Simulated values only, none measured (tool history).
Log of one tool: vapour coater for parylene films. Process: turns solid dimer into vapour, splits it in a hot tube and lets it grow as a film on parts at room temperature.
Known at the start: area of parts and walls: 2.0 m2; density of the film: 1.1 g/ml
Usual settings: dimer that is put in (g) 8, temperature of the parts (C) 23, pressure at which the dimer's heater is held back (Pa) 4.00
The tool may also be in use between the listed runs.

run	hour	dimer that is put in (g)	temperature of the parts (C)	pressure at which the dimer's heater is held back (Pa)	thickness of the film (nm)
1	0.0	8	23	4.00	2062
2	39.3	8	23	4.00	2073
3	76.7	8	23	4.00	2066
4	102.7	8	23	4.00	2060
5	144.4	8	23	4.00	2058
6	169.6	5	23	4.00	1280
7	191.8	5	23	4.00	1280
8	209.4	5	23	4.00	1278
9	247.1	8	23	4.00	2043
10	265.8	6	23	4.00	1522
11	289.8	6	23	4.00	1535
12	314.0	6	23	4.00	1531
13	350.0	6	23	4.00	1529
14	384.7	6	23	4.00	1525
15	410.5	8	23	4.00	2046
16	439.6	8	23	2.93	2152
17	465.0	4	23	4.00	1018
18	483.3	4	23	4.00	1006
19	506.7	8	23	4.00	2010
20	542.3	8	23	4.00	2023
21	563.6	8	23	4.00	2019
22	585.5	8	23	4.00	2006
23	626.5	8	17	6.86	2217
24	650.8	8	17	6.86	2206
25	681.7	5	22	4.01	1295
26	703.7	5	22	4.01	1288
27	739.7	11	22	5.76	2669
28	758.1	11	22	5.76	2666
29	776.9	4	24	2.23	1061

The next listed run, before its measurement:
30	798.8	4	24	2.23	?

thickness of the film (nm): 1066
Without the tool's hidden state the same run would have given thickness of the film (nm) 1118.
